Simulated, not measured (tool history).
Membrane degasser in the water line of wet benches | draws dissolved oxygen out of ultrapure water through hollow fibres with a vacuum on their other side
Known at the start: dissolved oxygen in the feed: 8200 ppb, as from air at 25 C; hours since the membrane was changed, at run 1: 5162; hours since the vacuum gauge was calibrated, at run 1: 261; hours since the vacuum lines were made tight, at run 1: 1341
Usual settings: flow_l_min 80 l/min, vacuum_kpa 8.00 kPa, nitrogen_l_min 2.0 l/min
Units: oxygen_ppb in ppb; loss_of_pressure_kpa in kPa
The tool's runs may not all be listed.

run   hour  flow_l_min  vacuum_kpa  nitrogen_l_min  hours since the membrane was changed  hours since the vacuum gauge was calibrated  hours since the vacuum lines were made tight  oxygen_ppb  loss_of_pressure_kpa
  1    0.0          80        8.00             2.0                                  5162                                          261                                          1341       395.2                 69.69
  2   71.8          80        8.00             2.0                                  5233                                          333                                          1412       392.9                 69.58
  3  205.7          80        8.00             2.0                                  5367                                          467                                          1546       392.0                 69.30
  4  326.6          80        8.00             2.0                                  5488                                          588                                          1667       391.4                 69.81
  5  390.8          80        8.00             2.0                                  5552                                          652                                          1731       394.7                 69.59
  6  465.2          80        8.00             2.0                                  5627                                          727                                          1806       395.7                 69.75
  7  554.5          80        8.00             1.9                                  5716                                          816                                          1895       411.5                 69.56
  8  674.5          80        8.00             1.9                                  5836                                          936                                          2015       409.4                 69.84

The next listed run, before its measurement:
  9  734.6          80       17.54             2.0                                  5896                                          996                                          2075           ?                     ?

{"run 9": {"oxygen_ppb": 1051.9, "loss_of_pressure_kpa": 69.92}}
Without the tool's hidden state the same run would have given oxygen_ppb 1042.6 ppb, loss_of_pressure_kpa 65.29 kPa.
